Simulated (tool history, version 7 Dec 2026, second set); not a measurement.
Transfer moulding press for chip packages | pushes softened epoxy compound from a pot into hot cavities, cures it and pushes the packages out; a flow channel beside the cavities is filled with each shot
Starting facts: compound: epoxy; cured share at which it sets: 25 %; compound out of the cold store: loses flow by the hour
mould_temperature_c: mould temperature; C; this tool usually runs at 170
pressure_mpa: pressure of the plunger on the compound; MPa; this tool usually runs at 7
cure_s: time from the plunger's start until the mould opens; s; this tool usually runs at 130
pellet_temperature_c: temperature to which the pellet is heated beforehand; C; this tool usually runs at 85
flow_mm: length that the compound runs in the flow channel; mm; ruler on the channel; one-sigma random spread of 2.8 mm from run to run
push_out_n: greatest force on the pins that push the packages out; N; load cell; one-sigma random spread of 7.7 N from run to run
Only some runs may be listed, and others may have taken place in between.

run   hour  mould_temperature_c  pressure_mpa  cure_s  pellet_temperature_c  incoming compound's hours out of the cold store  flow_mm  push_out_n
  1      0                  170             7     130                    85                                             16.8      765         475
  2    5.2                  170             7     130                    85                                             16.2      760         505
  3   12.3                  170             7     132                    85                                             30.6      714         503
  4   19.5                  170             7     132                    85                                             10.2      777         520
      27.3  -- cavities cleaned with cleaning compound and waxed
  5   29.6                  170             7     132                    85                                               23      743         334
  6   37.9                  170             7     130                    80                                             41.9      686         371
  7   46.9                  170             7     130                    80                                             21.2      745         437
  8     51                  170             7     130                    80                                             27.1      726         455
  9   58.8                  170             7     130                    85                                             34.6      708         461
 10   66.9                  170             7     130                    84                                              8.8      775         499
 11   75.3                  170             7     130                    84                                             20.8      740         527
 12   83.9                  170             7     130                    84                                             23.7      736         547
      88.3  -- cavities cleaned with cleaning compound and waxed
 13   93.3                  170             7     130                    85                                             10.8      771         384
 14  101.4                  170             7     130                    85                                             10.9      767         385
 15  105.3                  170             7     130                    85                                               12      766         421
 16  111.2                  175             7     130                    82                                             24.4      708         377
 17  118.5                  170          8.61     115                    92                                             32.6      778         541
 18  122.7                  170          8.61     115                    92                                             20.6      817         564
 19  126.4                  164          8.19     130                    85                                             10.3      855         764
 20  133.4                  164          8.19     130                    85                                               33      781         731
 21  137.7                  174          5.24     129                    92                                             32.5      599         473
 22  146.6                  173          5.42     130                    80                                             40.6      592         489
     149.2  -- cavities cleaned with cleaning compound and waxed
 23  153.5                  164           8.2     119                    78                                             12.3      845         673
 24  157.4                  164           8.2     119                    78                                             38.9      757         660
 25  164.1                  164           8.2     119                    78                                               18      823         751
 26  170.1                  164          6.22     162                    78                                             19.5      715         438
 27  175.5                  163             7     135                    85                                             13.2      776         667
 28  181.9                  166          6.55     119                    85                                               11      744         745
 29  190.4                  175             7     126                    76                                               47      645         420

Predict each of these 4 candidate next runs independently; none follows another, all start after run 29:
  A  197.6                  175          5.66     126                    76                                               20        ?           ?
  B  197.6                  175          7.06     124                    76                                             45.1        ?           ?
  C  197.6                  173             7     118                    95                                             10.3        ?           ?
  D  197.6                  170          7.64     130                    92                                             32.4        ?           ?

run  flow_mm  push_out_n
  A      640         448
  B      655         455
  C      748         505
  D      727         514
Without the tool's unlogged condition, the same runs would have read:
run  flow_mm  push_out_n
  A      664         286
  B      679         288
  C      777         316
  D      755         328
